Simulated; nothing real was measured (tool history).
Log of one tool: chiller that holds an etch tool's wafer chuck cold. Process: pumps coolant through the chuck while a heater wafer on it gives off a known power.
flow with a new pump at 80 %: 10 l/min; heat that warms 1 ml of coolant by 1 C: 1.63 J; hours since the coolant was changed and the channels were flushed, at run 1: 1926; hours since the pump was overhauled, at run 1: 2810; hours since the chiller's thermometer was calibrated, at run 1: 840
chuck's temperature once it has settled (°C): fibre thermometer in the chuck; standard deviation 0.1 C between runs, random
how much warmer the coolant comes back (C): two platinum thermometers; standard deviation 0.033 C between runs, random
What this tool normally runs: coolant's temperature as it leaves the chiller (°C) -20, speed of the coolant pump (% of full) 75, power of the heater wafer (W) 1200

run,hour,coolant's temperature as it leaves the chiller (°C),speed of the coolant pump (% of full),power of the heater wafer (W),hours since the coolant was changed and the channels were flushed,hours since the pump was overhauled,hours since the chiller's thermometer was calibrated,chuck's temperature once it has settled (°C),how much warmer the coolant comes back (C)
1,0,-20,75,1200,1926,2810,840,-7.1,4.64
2,62,-20,75,1200,1988,2872,902,-7.3,4.73
3,123.2,-20,75,1200,2049,2934,963,-7,4.67
4,184.7,-20,75,1291,2111,2995,1024,-6.2,5.13
5,263.6,-20,75,1063,2189,3074,1103,-8.8,4.17
6,344.3,-20,75,1200,2270,3155,1184,-7.2,4.68
7,460.4,-20,75,1200,2386,3271,1300,-7.4,4.7
8,521.8,-20,83,1200,2448,3332,1361,-8,4.32
9,587.8,-20,75,1200,2514,3398,1428,-7.2,4.72
10,706.8,-20,75,1012,2633,3517,1546,-9.2,3.97
11,795.5,-20,75,1012,2721,3606,1635,-9.2,3.95
12,866.4,-20,62,1012,2792,3677,1706,-7.8,4.84
13,971.2,-20,62,1012,2897,3782,1811,-7.7,4.73
14,1029.7,-20,75,1067,2955,3840,1869,-8.6,4.16
15,1104.7,-20,75,1200,3030,3915,1944,-7.2,4.67
16,1213.5,-20,75,1200,3139,4024,2053,-7,4.71
17,1326,-12,81,814,3252,4136,2166,-3.8,2.98
18,1387.9,-10,81,1089,3314,4198,2228,1,3.99
19,1467.7,-26,74,717,3394,4278,2307,-18.2,2.84
20,1566.4,-28,75,745,3492,4377,2406,-20.2,2.88
21,1665.1,-28,75,745,3591,4476,2505,-20,2.91
22,1755.2,-28,75,745,3681,4566,2595,-20.1,2.93
# hour 1797.3: chiller's thermometer calibrated
23,1827.5,-20,72,1200,3752,4637,30,-6.8,4.89
24,1944.1,-26,70,849,3869,4754,147,-16.5,3.52
25,2020.5,-19,70,849,3945,4830,223,-9.5,3.58
26,2116.6,-19,70,849,4041,4926,319,-9.6,3.59
27,2178.7,-19,88,1253,4103,4988,381,-7,4.15
28,2235.5,-20,68,689,4160,5045,438,-12.2,2.94
29,2344.6,-20,68,689,4269,5154,547,-12.2,3
30,2444.9,-25,75,1011,4370,5254,648,-14.2,4.01
31,2559.5,-25,75,1011,4484,5369,762,-14.3,3.92
32,2648.4,-25,75,1570,4573,5458,851,-8.4,6.16

Consider 4 possible next runs. They are alternatives, not a sequence: every one starts from the tool as it was left by run 32. What does each give?
A,2706.1,-20,75,679,4631,5516,909,?,?
B,2706.1,-20,66,1200,4631,5516,909,?,?
C,2706.1,-20,67,832,4631,5516,909,?,?
D,2706.1,-20,61,1501,4631,5516,909,?,?

run,chuck's temperature once it has settled (°C),how much warmer the coolant comes back (C)
A,-12.6,2.63
B,-6.3,5.33
C,-10.4,3.61
D,-1.5,7.22
What these runs would have given with no unlogged condition in the tool:
run,chuck's temperature once it has settled (°C),how much warmer the coolant comes back (C)
A,-12.6,2.63
B,-6.4,5.32
C,-10.5,3.61
D,-1.5,7.22
